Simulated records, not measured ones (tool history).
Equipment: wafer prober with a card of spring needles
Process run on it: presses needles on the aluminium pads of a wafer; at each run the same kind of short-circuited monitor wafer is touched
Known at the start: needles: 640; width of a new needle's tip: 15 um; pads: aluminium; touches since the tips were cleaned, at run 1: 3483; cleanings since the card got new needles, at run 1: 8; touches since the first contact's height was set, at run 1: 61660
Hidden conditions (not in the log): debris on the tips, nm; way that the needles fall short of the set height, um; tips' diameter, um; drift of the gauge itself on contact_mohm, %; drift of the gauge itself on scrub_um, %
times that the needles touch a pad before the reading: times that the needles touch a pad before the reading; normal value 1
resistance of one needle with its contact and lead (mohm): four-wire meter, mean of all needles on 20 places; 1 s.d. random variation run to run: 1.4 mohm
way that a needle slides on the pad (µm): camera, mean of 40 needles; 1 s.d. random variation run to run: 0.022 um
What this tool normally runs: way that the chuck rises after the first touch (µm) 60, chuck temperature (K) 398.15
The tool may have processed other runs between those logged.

run	hour	way that the chuck rises after the first touch (µm)	chuck temperature (K)	times that the needles touch a pad before the reading	touches since the tips were cleaned	cleanings since the card got new needles	touches since the first contact's height was set	resistance of one needle with its contact and lead (mohm)	way that a needle slides on the pad (µm)
1	0.0	60	398.15	1	3483	8	61660	197	14.38
2	7.0	60	398.15	1	5845	8	64022	218	14.40
# hour 8.5: tips cleaned on abrasive film
3	15.7	50	398.15	1	2438	9	66932	206	11.97
4	24.9	50	314.15	1	5570	9	70064	259	11.92
# hour 27.4: tips cleaned on abrasive film
5	32.6	60	305.15	1	1779	10	72635	163	14.37
6	40.8	60	338.15	1	4554	10	75410	206	14.31
# hour 46.6: tips cleaned on abrasive film
7	50.3	60	304.15	1	1279	11	78599	155	14.34
8	55.3	47	398.15	1	2952	11	80272	233	11.18
9	63.1	47	398.15	1	5582	11	82902	267	11.17
# hour 65.6: tips cleaned on abrasive film
10	69.5	60	398.15	1	1315	12	85031	156	14.34
11	75.0	60	398.15	1	3196	12	86912	187	14.26
12	81.5	60	398.15	1	5388	12	89104	212	14.27
# hour 84.5: tips cleaned on abrasive film
13	87.7	60	317.15	1	1066	13	91161	152	14.30
14	95.1	60	317.15	1	3576	13	93671	196	14.33
15	101.8	60	398.15	1	5858	13	95953	219	14.31
# hour 103.3: tips cleaned on abrasive film
16	107.4	60	398.15	1	1386	14	97808	159	14.29
17	112.9	60	398.15	1	3253	14	99675	187	14.32
18	118.9	60	303.15	1	5271	14	101693	211	14.30
# hour 122.6: tips cleaned on abrasive film
19	127.7	80	365.15	3	1744	15	104660	122	19.14
20	137.1	80	365.15	3	4895	15	107811	135	19.14
# hour 141.5: tips cleaned on abrasive film
21	141.8	45	398.15	1	101	16	109375	148	10.66
22	146.1	68	377.15	3	1555	16	110829	131	16.19
23	152.1	54	357.15	3	3581	16	112855	150	12.82
24	157.3	51	363.15	2	5364	16	114638	196	12.08
# hour 160.3: tips cleaned on abrasive film
# hour 166.4: height of the first contact set anew
25	166.7	79	398.15	1	2052	17	93	149	19.05
26	171.6	79	398.15	1	3699	17	1740	163	19.04
# hour 179.4: tips cleaned on abrasive film
27	179.4	79	398.15	2	0	18	4358	120	19.06
28	185.1	73	327.15	1	1929	18	6287	147	17.59
29	192.2	42	398.15	3	4323	18	8681	186	10.15
# hour 198.4: tips cleaned on abrasive film
30	199.1	49	398.15	1	258	19	11007	153	11.79
31	207.5	68	398.15	1	3089	19	13838	172	16.38

Across each entry between runs, compare the hidden state at the last listed run before it with the hidden state at the first listed run after it:
Between runs 2 and 3: tips cleaned on abrasive film (hour 8.5)
  debris on the tips, nm: 82.8 -> 49; way that the needles fall short of the set height, um: 0.49 -> 0.54; tips' diameter, um: 15.17 -> 15.19
  difference, measured minus the result without the unlogged condition, resistance of one needle with its contact and lead (mohm): +94 -> +78; way that a needle slides on the pad (µm): -0.12 -> -0.13
Between runs 4 and 5: tips cleaned on abrasive film (hour 27.4)
  debris on the tips, nm: 79.7 -> 41; way that the needles fall short of the set height, um: 0.54 -> 0.59; tips' diameter, um: 15.19 -> 15.21
  difference, measured minus the result without the unlogged condition, resistance of one needle with its contact and lead (mohm): +144 -> +54; way that a needle slides on the pad (µm): -0.13 -> -0.14
Between runs 6 and 7: tips cleaned on abrasive film (hour 46.6)
  debris on the tips, nm: 72.6 -> 33.7; way that the needles fall short of the set height, um: 0.59 -> 0.64; tips' diameter, um: 15.21 -> 15.22
  difference, measured minus the result without the unlogged condition, resistance of one needle with its contact and lead (mohm): +92 -> +45; way that a needle slides on the pad (µm): -0.14 -> -0.15
Between runs 9 and 10: tips cleaned on abrasive film (hour 65.6)
  debris on the tips, nm: 79.7 -> 28.6; way that the needles fall short of the set height, um: 0.64 -> 0.7; tips' diameter, um: 15.22 -> 15.25
  difference, measured minus the result without the unlogged condition, resistance of one needle with its contact and lead (mohm): +139 -> +33; way that a needle slides on the pad (µm): -0.16 -> -0.17
Between runs 12 and 13: tips cleaned on abrasive film (hour 84.5)
  debris on the tips, nm: 75.8 -> 30.1; way that the needles fall short of the set height, um: 0.7 -> 0.77; tips' diameter, um: 15.25 -> 15.27
  difference, measured minus the result without the unlogged condition, resistance of one needle with its contact and lead (mohm): +87 -> +39; way that a needle slides on the pad (µm): -0.17 -> -0.18
Between runs 15 and 16: tips cleaned on abrasive film (hour 103.3)
  debris on the tips, nm: 82 -> 32.5; way that the needles fall short of the set height, um: 0.77 -> 0.82; tips' diameter, um: 15.27 -> 15.29
  difference, measured minus the result without the unlogged condition, resistance of one needle with its contact and lead (mohm): +95 -> +38; way that a needle slides on the pad (µm): -0.18 -> -0.20
Between runs 18 and 19: tips cleaned on abrasive film (hour 122.6)
  debris on the tips, nm: 75.6 -> 37.8; way that the needles fall short of the set height, um: 0.82 -> 0.86; tips' diameter, um: 15.29 -> 15.3
  difference, measured minus the result without the unlogged condition, resistance of one needle with its contact and lead (mohm): +101 -> +10; way that a needle slides on the pad (µm): -0.20 -> -0.21
Between runs 20 and 21: tips cleaned on abrasive film (hour 141.5)
  debris on the tips, nm: 73.1 -> 8; way that the needles fall short of the set height, um: 0.86 -> 0.93; tips' diameter, um: 15.3 -> 15.32
  difference, measured minus the result without the unlogged condition, resistance of one needle with its contact and lead (mohm): +20 -> +17; way that a needle slides on the pad (µm): -0.21 -> -0.22
Between runs 24 and 25: tips cleaned on abrasive film (hour 160.3); height of the first contact set anew (hour 166.4)
  debris on the tips, nm: 76.1 -> 40.8; way that the needles fall short of the set height, um: 0.93 -> 0; tips' diameter, um: 15.32 -> 15.35
  difference, measured minus the result without the unlogged condition, resistance of one needle with its contact and lead (mohm): +75 -> +29; way that a needle slides on the pad (µm): -0.23 -> +0.00
Between runs 26 and 27: tips cleaned on abrasive film (hour 179.4)
  debris on the tips, nm: 61.1 -> 7.1; way that the needles fall short of the set height, um: 0 -> 0.05; tips' diameter, um: 15.35 -> 15.37
  difference, measured minus the result without the unlogged condition, resistance of one needle with its contact and lead (mohm): +44 -> +3; way that a needle slides on the pad (µm): +0.00 -> -0.01
Between runs 29 and 30: tips cleaned on abrasive film (hour 198.4)
  debris on the tips, nm: 69.2 -> 14.6; way that the needles fall short of the set height, um: 0.05 -> 0.1; tips' diameter, um: 15.37 -> 15.39
  difference, measured minus the result without the unlogged condition, resistance of one needle with its contact and lead (mohm): +54 -> +25; way that a needle slides on the pad (µm): -0.01 -> -0.03
